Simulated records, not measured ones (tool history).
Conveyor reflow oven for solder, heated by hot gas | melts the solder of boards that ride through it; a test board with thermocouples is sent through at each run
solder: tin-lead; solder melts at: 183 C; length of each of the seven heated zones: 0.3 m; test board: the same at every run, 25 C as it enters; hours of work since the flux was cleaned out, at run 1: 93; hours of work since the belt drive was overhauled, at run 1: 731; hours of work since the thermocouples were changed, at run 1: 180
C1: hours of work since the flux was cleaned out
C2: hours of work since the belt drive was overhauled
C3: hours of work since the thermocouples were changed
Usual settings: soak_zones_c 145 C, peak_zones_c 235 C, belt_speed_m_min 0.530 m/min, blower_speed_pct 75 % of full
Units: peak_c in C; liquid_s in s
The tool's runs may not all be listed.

run 1 hour=0.0 | soak_zones_c=145 peak_zones_c=235 belt_speed_m_min=0.530 blower_speed_pct=75 | C1=93 C2=731 C3=180 | peak_c=220.7 liquid_s=56.9
run 2 hour=65.3 | soak_zones_c=145 peak_zones_c=235 belt_speed_m_min=0.601 blower_speed_pct=75 | C1=132 C2=769 C3=219 | peak_c=217.7 liquid_s=47.2
run 3 hour=121.2 | soak_zones_c=145 peak_zones_c=235 belt_speed_m_min=0.601 blower_speed_pct=75 | C1=165 C2=802 C3=252 | peak_c=217.3 liquid_s=47.2
run 4 hour=182.1 | soak_zones_c=145 peak_zones_c=239 belt_speed_m_min=0.601 blower_speed_pct=75 | C1=201 C2=838 C3=288 | peak_c=221.2 liquid_s=49.7
-- hour=229.2 belt drive overhauled, speed set with a stopwatch
run 5 hour=234.2 | soak_zones_c=145 peak_zones_c=239 belt_speed_m_min=0.601 blower_speed_pct=75 | C1=229 C2=3 C3=316 | peak_c=220.3 liquid_s=49.5
run 6 hour=310.6 | soak_zones_c=145 peak_zones_c=239 belt_speed_m_min=0.601 blower_speed_pct=75 | C1=275 C2=48 C3=361 | peak_c=220.1 liquid_s=49.5
run 7 hour=377.2 | soak_zones_c=145 peak_zones_c=239 belt_speed_m_min=0.601 blower_speed_pct=75 | C1=314 C2=88 C3=401 | peak_c=219.9 liquid_s=49.7
run 8 hour=413.8 | soak_zones_c=145 peak_zones_c=235 belt_speed_m_min=0.530 blower_speed_pct=75 | C1=336 C2=109 C3=423 | peak_c=219.9 liquid_s=56.9
run 9 hour=486.2 | soak_zones_c=145 peak_zones_c=235 belt_speed_m_min=0.530 blower_speed_pct=75 | C1=378 C2=152 C3=465 | peak_c=220.2 liquid_s=56.8
-- hour=495.1 belt drive overhauled, speed set with a stopwatch, once more
run 10 hour=535.3 | soak_zones_c=132 peak_zones_c=235 belt_speed_m_min=0.530 blower_speed_pct=75 | C1=405 C2=24 C3=492 | peak_c=216.5 liquid_s=48.8
run 11 hour=608.6 | soak_zones_c=132 peak_zones_c=235 belt_speed_m_min=0.530 blower_speed_pct=75 | C1=449 C2=67 C3=535 | peak_c=217.0 liquid_s=48.5
run 12 hour=669.7 | soak_zones_c=132 peak_zones_c=235 belt_speed_m_min=0.530 blower_speed_pct=75 | C1=485 C2=103 C3=572 | peak_c=216.9 liquid_s=48.6
-- hour=687.9 flux residue cleaned out of gas plates and filters
run 13 hour=728.5 | soak_zones_c=154 peak_zones_c=235 belt_speed_m_min=0.530 blower_speed_pct=75 | C1=24 C2=135 C3=603 | peak_c=221.7 liquid_s=59.5
run 14 hour=785.2 | soak_zones_c=154 peak_zones_c=235 belt_speed_m_min=0.454 blower_speed_pct=75 | C1=58 C2=169 C3=637 | peak_c=224.4 liquid_s=72.1
run 15 hour=845.8 | soak_zones_c=154 peak_zones_c=235 belt_speed_m_min=0.454 blower_speed_pct=75 | C1=93 C2=205 C3=673 | peak_c=225.3 liquid_s=72.0
run 16 hour=888.7 | soak_zones_c=154 peak_zones_c=235 belt_speed_m_min=0.454 blower_speed_pct=75 | C1=119 C2=230 C3=698 | peak_c=224.2 liquid_s=72.1
run 17 hour=920.6 | soak_zones_c=143 peak_zones_c=235 belt_speed_m_min=0.454 blower_speed_pct=63 | C1=138 C2=249 C3=717 | peak_c=221.1 liquid_s=65.1
run 18 hour=979.6 | soak_zones_c=150 peak_zones_c=245 belt_speed_m_min=0.516 blower_speed_pct=59 | C1=173 C2=284 C3=752 | peak_c=226.4 liquid_s=62.1
run 19 hour=1013.1 | soak_zones_c=150 peak_zones_c=245 belt_speed_m_min=0.516 blower_speed_pct=59 | C1=192 C2=304 C3=772 | peak_c=226.5 liquid_s=62.7
run 20 hour=1055.2 | soak_zones_c=139 peak_zones_c=227 belt_speed_m_min=0.512 blower_speed_pct=50 | C1=217 C2=328 C3=797 | peak_c=206.1 liquid_s=43.2
run 21 hour=1120.4 | soak_zones_c=153 peak_zones_c=224 belt_speed_m_min=0.628 blower_speed_pct=87 | C1=256 C2=367 C3=835 | peak_c=208.1 liquid_s=41.9
run 22 hour=1184.9 | soak_zones_c=153 peak_zones_c=224 belt_speed_m_min=0.628 blower_speed_pct=87 | C1=294 C2=405 C3=874 | peak_c=208.7 liquid_s=42.0
run 23 hour=1222.7 | soak_zones_c=153 peak_zones_c=238 belt_speed_m_min=0.628 blower_speed_pct=89 | C1=316 C2=428 C3=896 | peak_c=220.0 liquid_s=49.2
run 24 hour=1276.2 | soak_zones_c=146 peak_zones_c=243 belt_speed_m_min=0.486 blower_speed_pct=90 | C1=348 C2=459 C3=928 | peak_c=230.8 liquid_s=67.5
run 25 hour=1333.8 | soak_zones_c=146 peak_zones_c=243 belt_speed_m_min=0.486 blower_speed_pct=90 | C1=382 C2=493 C3=962 | peak_c=229.4 liquid_s=68.1
run 26 hour=1391.7 | soak_zones_c=146 peak_zones_c=243 belt_speed_m_min=0.486 blower_speed_pct=90 | C1=416 C2=528 C3=996 | peak_c=230.0 liquid_s=67.8
run 27 hour=1454.3 | soak_zones_c=146 peak_zones_c=243 belt_speed_m_min=0.486 blower_speed_pct=90 | C1=454 C2=565 C3=1033 | peak_c=230.2 liquid_s=67.4
-- hour=1522.5 flux residue cleaned out of gas plates and filters
run 28 hour=1529.1 | soak_zones_c=131 peak_zones_c=243 belt_speed_m_min=0.486 blower_speed_pct=85 | C1=4 C2=606 C3=1074 | peak_c=229.3 liquid_s=61.8
run 29 hour=1570.6 | soak_zones_c=136 peak_zones_c=243 belt_speed_m_min=0.486 blower_speed_pct=53 | C1=28 C2=630 C3=1099 | peak_c=222.9 liquid_s=58.9
run 30 hour=1616.3 | soak_zones_c=139 peak_zones_c=225 belt_speed_m_min=0.450 blower_speed_pct=78 | C1=55 C2=658 C3=1126 | peak_c=213.3 liquid_s=60.6
run 31 hour=1687.1 | soak_zones_c=145 peak_zones_c=247 belt_speed_m_min=0.474 blower_speed_pct=75 | C1=97 C2=699 C3=1168 | peak_c=232.1 liquid_s=70.3

3 ways to go on from here, each from the tool as it stands after run 31. What would each give?
run A hour=1749.3 | soak_zones_c=140 peak_zones_c=250 belt_speed_m_min=0.574 blower_speed_pct=75 | C1=134 C2=736 C3=1205 | peak_c=? liquid_s=?
run B hour=1749.3 | soak_zones_c=156 peak_zones_c=235 belt_speed_m_min=0.530 blower_speed_pct=72 | C1=134 C2=736 C3=1205 | peak_c=? liquid_s=?
run C hour=1749.3 | soak_zones_c=145 peak_zones_c=249 belt_speed_m_min=0.452 blower_speed_pct=75 | C1=134 C2=736 C3=1205 | peak_c=? liquid_s=?

run=A peak_c=229.0 liquid_s=54.5
run=B peak_c=219.1 liquid_s=60.3
run=C peak_c=235.9 liquid_s=75.5
Without the tool's hidden state the same runs would have given:
run=A peak_c=231.1 liquid_s=54.5
run=B peak_c=221.3 liquid_s=60.3
run=C peak_c=238.3 liquid_s=75.0
